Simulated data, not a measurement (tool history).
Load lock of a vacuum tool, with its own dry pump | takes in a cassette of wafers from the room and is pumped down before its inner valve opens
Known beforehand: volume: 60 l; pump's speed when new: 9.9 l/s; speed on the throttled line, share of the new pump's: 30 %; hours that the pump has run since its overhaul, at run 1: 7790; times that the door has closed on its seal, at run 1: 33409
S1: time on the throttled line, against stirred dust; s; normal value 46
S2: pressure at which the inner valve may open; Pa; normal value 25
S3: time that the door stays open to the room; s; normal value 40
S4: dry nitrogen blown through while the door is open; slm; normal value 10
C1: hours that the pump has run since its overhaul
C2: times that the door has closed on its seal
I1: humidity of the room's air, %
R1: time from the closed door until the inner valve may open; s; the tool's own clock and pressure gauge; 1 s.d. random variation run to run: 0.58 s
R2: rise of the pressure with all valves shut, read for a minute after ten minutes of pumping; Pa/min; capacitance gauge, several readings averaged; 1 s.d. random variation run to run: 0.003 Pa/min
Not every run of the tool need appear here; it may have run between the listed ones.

run	hour	S1	S2	S3	S4	C1	C2	I1	R1	R2
1	0	46	25	40	10	7790	33409	47.9	86.1	0.38
2	101.7	46	25	40	10	7891	33639	47.2	85	0.378
3	219.4	46	25	40	10	8009	33904	45.2	86.3	0.391
4	412.5	46	25	40	10	8202	34340	51.8	85.3	0.401
5	532	46	25	205	10	8322	34609	45.6	86.4	0.458
6	755.7	46	25	40	10	8545	35114	43.7	86.4	0.41
7	948	46	25	40	10	8738	35547	46.7	87.4	0.413
8	1179.2	46	25	40	10	8969	36069	44.1	87.3	0.427
9	1342.3	46	31	40	10	9132	36437	47.9	85.6	0.432
10	1524.8	46	25	40	10	9315	36849	45.3	86.3	0.43
# hour 1615.1: door's seal changed, seat wiped
11	1723.6	46	25	40	10	9512	245	44.8	87.6	0.026
12	1952.1	46	25	40	10	9740	760	43.4	85.6	0.035
13	2171.3	46	25	40	10	9960	1255	45.7	86.8	0.033
14	2358.1	46	25	40	10	10146	1676	45.5	87.7	0.041
15	2573.6	46	25	40	10	10362	2162	45.9	88.4	0.037
16	2814.4	46	25	40	10	10603	2705	43	88	0.04
17	2979.8	46	25	40	10	10768	3078	41.7	87.8	0.039
18	3222.3	46	25	40	10	11011	3625	45.1	87	0.046
19	3406	24	40	48	10	11194	4040	44.2	70.1	0.047

What does the tool deliver on the next run?
20	3593.2	46	25	44	10	11381	4462	45.4	?	?

{"run 20": {"R1": 87.4, "R2": 0.052}}
Had the tool carried no hidden state, the very same run would have given R1 82.3 s, R2 0.033 Pa/min.

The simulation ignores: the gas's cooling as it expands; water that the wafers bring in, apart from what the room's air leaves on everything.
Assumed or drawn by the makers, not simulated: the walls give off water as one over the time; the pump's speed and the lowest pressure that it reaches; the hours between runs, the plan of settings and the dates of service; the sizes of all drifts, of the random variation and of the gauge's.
